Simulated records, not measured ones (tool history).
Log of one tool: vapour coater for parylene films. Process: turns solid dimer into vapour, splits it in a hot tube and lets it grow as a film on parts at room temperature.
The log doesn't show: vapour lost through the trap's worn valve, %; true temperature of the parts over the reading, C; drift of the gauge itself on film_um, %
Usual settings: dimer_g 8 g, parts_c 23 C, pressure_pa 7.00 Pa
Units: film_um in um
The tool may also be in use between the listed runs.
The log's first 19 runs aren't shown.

run    hour  dimer_g  parts_c  pressure_pa  hours of work since the trap's valve was overhauled  hours of work since the table's thermometer was calibrated  film_um
 20   774.6        8       23         7.00                                                  138                                                         451    1.458
 21   826.0        8       23         7.00                                                  165                                                         477    1.444
 22   867.8       11       23         7.00                                                  186                                                         499    2.002
 23   920.1        7       18         3.09                                                  213                                                         526    1.776
 24   965.0        8       23         5.76                                                  236                                                         549    1.507
 25   998.2        3       23         4.91                                                  253                                                         566    0.584
 26  1030.7        3       23         4.91                                                  270                                                         582    0.587
 27  1070.2        3       23         4.91                                                  290                                                         603    0.588
 28  1116.2        5       32         7.00                                                  314                                                         626    0.670
 29  1145.5        5       24         5.62                                                  329                                                         641    0.911
 30  1173.3        4       29         7.00                                                  343                                                         656    0.605
 31  1225.6        7       29         3.84                                                  370                                                         683    1.161
 32  1274.1       11       29         5.19                                                  395                                                         708    1.729
 33  1311.5        7       31         2.02                                                  414                                                         727    1.259
 34  1343.9        7       31         2.02                                                  431                                                         744    1.267
 35  1374.4        4       16         8.73                                                  447                                                         759    0.858
 36  1409.2        4       16         8.73                                                  465                                                         777    0.848
 37  1432.2        4       16         8.73                                                  476                                                         789    0.872
     1467.4  -- trap's valve overhauled
 38  1478.8       13       29         8.73                                                    6                                                         811    1.841
 39  1520.4       13       18         3.97                                                   27                                                         832    3.086
     1544.4  -- gauge calibrated
 40  1564.4       13       18         3.97                                                   50                                                         855    3.152
 41  1609.4        5       35         3.26                                                   73                                                         878    0.740
 42  1641.8        8       32         7.00                                                   90                                                         895    1.104
 43  1665.2        3       23         7.00                                                  102                                                         907    0.559

Forecast each of these 4 alternatives for the next run:
  A  1710.6        8       28         4.16                                                  125                                                         930        ?
  B  1710.6        5       33         7.00                                                  125                                                         930        ?
  C  1710.6        3       19         7.00                                                  125                                                         930        ?
  D  1710.6        3       19         2.34                                                  125                                                         930        ?

run  film_um
  A    1.416
  B    0.665
  C    0.624
  D    0.787
Without the tool's hidden state the same runs would have given:
run  film_um
  A    1.421
  B    0.667
  C    0.626
  D    0.790

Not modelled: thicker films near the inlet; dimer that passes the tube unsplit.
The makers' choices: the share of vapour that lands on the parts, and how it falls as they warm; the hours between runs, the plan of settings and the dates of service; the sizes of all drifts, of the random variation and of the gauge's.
